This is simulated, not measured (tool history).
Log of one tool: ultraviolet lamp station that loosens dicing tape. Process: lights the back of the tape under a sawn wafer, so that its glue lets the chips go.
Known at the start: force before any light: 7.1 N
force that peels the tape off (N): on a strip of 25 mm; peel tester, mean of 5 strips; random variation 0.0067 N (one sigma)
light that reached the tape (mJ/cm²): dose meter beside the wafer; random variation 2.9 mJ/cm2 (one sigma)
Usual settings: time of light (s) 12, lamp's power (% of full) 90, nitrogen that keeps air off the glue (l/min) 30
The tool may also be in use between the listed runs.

run   hour  time of light (s)  lamp's power (% of full)  nitrogen that keeps air off the glue (l/min)  force that peels the tape off (N)  light that reached the tape (mJ/cm²)
  1      0                 12                        90                                            30                              0.231                                   409
  2   24.7                 12                        90                                            30                              0.226                                   410
  3   36.9                 12                        90                                            30                              0.235                                   411
  4   52.9                 12                        85                                            30                              0.256                                   388
  5   80.1                 12                        90                                            30                              0.234                                   406
  6  105.1                 12                        90                                            30                              0.225                                   409
  7  128.4                 12                        82                                            30                              0.252                                   375
  8    148                 12                        82                                            30                              0.258                                   374
  9  161.5                 12                        96                                            54                               0.19                                   438
 10  186.1                 12                        96                                            54                               0.19                                   438
 11  202.6                  8                        95                                            23                              0.514                                   285
     207.4  -- window cleaned of glue's vapour
 12  224.2                 17                        63                                            26                              0.231                                   408
 13  240.9                 11                        80                                            30                              0.312                                   335
 14  269.8                 11                        80                                            30                              0.301                                   340
 15  291.7                 10                        90                                            30                              0.315                                   347

Forecast each of these 5 alternatives for the next run:
  A  316.9                  9                        90                                            30                                  ?                                     ?
  B  316.9                 12                        90                                            30                                  ?                                     ?
  C  316.9                 22                        66                                            20                                  ?                                     ?
  D  316.9                 12                        61                                            46                                  ?                                     ?
  E  316.9                 10                        90                                            23                                  ?                                     ?

run  force that peels the tape off (N)  light that reached the tape (mJ/cm²)
  A                              0.364                                   308
  B                              0.224                                   414
  C                              0.197                                   545
  D                              0.347                                   275
  E                              0.336                                   344
Without the tool's hidden state the same runs would have given:
run  force that peels the tape off (N)  light that reached the tape (mJ/cm²)
  A                              0.362                                   309
  B                              0.224                                   415
  C                              0.196                                   546
  D                              0.345                                   276
  E                              0.334                                   344
